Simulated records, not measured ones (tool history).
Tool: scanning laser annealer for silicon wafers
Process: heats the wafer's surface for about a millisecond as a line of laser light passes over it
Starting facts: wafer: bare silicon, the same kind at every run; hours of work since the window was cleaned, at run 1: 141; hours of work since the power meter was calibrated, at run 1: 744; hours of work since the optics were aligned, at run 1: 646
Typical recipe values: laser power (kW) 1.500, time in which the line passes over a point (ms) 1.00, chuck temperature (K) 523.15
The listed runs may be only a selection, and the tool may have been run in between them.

| run | hour | laser power (kW) | time in which the line passes over a point (ms) | chuck temperature (K) | hours of work since the window was cleaned | hours of work since the power meter was calibrated | hours of work since the optics were aligned | highest temperature of the surface (K) |
|---|---|---|---|---|---|---|---|---|
| 1 | 0.0 | 1.500 | 1.00 | 523.15 | 141 | 744 | 646 | 1224.15 |
| 2 | 46.1 | 1.500 | 1.00 | 523.15 | 168 | 770 | 673 | 1223.15 |
| 3 | 77.9 | 1.500 | 1.00 | 531.15 | 186 | 788 | 691 | 1231.15 |
| 4 | 109.9 | 1.500 | 1.00 | 531.15 | 205 | 807 | 710 | 1232.15 |
| 5 | 140.6 | 1.500 | 1.00 | 543.15 | 222 | 824 | 727 | 1243.15 |
| 6 | 168.8 | 1.500 | 1.00 | 543.15 | 238 | 841 | 743 | 1240.15 |
| 7 | 191.4 | 1.500 | 1.00 | 523.15 | 251 | 854 | 756 | 1223.15 |
| 8 | 220.3 | 1.500 | 1.00 | 523.15 | 268 | 870 | 773 | 1221.15 |
| 9 | 255.5 | 1.500 | 1.00 | 523.15 | 288 | 890 | 793 | 1221.15 |
| 10 | 285.2 | 1.426 | 1.00 | 523.15 | 305 | 908 | 810 | 1186.15 |
| 11 | 307.5 | 1.426 | 1.00 | 523.15 | 318 | 920 | 823 | 1188.15 |
| 12 | 336.9 | 1.426 | 1.00 | 523.15 | 335 | 937 | 840 | 1183.15 |
| 13 | 377.1 | 1.500 | 0.96 | 523.15 | 358 | 960 | 863 | 1204.15 |
| 14 | 401.2 | 1.500 | 0.96 | 523.15 | 372 | 974 | 877 | 1205.15 |
| 15 | 449.2 | 1.627 | 1.13 | 523.15 | 400 | 1002 | 905 | 1323.15 |
| 16 | 469.3 | 1.627 | 1.13 | 523.15 | 411 | 1013 | 916 | 1320.15 |
| 17 | 510.5 | 1.627 | 1.13 | 540.15 | 435 | 1037 | 940 | 1335.15 |
| 18 | 547.0 | 1.627 | 1.13 | 540.15 | 456 | 1058 | 961 | 1338.15 |
| 19 | 583.6 | 1.627 | 1.06 | 541.15 | 477 | 1079 | 982 | 1309.15 |
| 20 | 624.4 | 1.408 | 1.00 | 523.15 | 500 | 1102 | 1005 | 1169.15 |
| 21 | 650.7 | 1.393 | 0.75 | 523.15 | 516 | 1118 | 1020 | 1081.15 |
| 22 | 673.2 | 1.454 | 0.75 | 513.15 | 528 | 1131 | 1033 | 1091.15 |
|  | 705.1 | optics aligned, line set to its width |
| 23 | 721.2 | 1.287 | 1.13 | 523.15 | 553 | 1155 | 9 | 1157.15 |
| 24 | 770.4 | 1.287 | 0.73 | 539.15 | 581 | 1184 | 38 | 1053.15 |
| 25 | 807.5 | 1.287 | 0.73 | 539.15 | 603 | 1205 | 59 | 1052.15 |
| 26 | 856.3 | 1.418 | 1.03 | 511.15 | 631 | 1233 | 87 | 1176.15 |

Had the tool no unlogged condition, and each run kept its random variation, what would the results have been?
The tool's hidden condition here consists of: light that passes the window, % of a clean one's; laser's true power over the reading, %; width of the line over the set one, %; drift of the gauge itself on peak_c, C.
| run | highest temperature of the surface (K) |
|---|---|
| 1 | 1236.15 |
| 2 | 1236.15 |
| 3 | 1245.15 |
| 4 | 1246.15 |
| 5 | 1258.15 |
| 6 | 1255.15 |
| 7 | 1239.15 |
| 8 | 1238.15 |
| 9 | 1238.15 |
| 10 | 1203.15 |
| 11 | 1206.15 |
| 12 | 1201.15 |
| 13 | 1223.15 |
| 14 | 1225.15 |
| 15 | 1347.15 |
| 16 | 1345.15 |
| 17 | 1361.15 |
| 18 | 1365.15 |
| 19 | 1336.15 |
| 20 | 1192.15 |
| 21 | 1101.15 |
| 22 | 1113.15 |
| 23 | 1172.15 |
| 24 | 1066.15 |
| 25 | 1066.15 |
| 26 | 1194.15 |

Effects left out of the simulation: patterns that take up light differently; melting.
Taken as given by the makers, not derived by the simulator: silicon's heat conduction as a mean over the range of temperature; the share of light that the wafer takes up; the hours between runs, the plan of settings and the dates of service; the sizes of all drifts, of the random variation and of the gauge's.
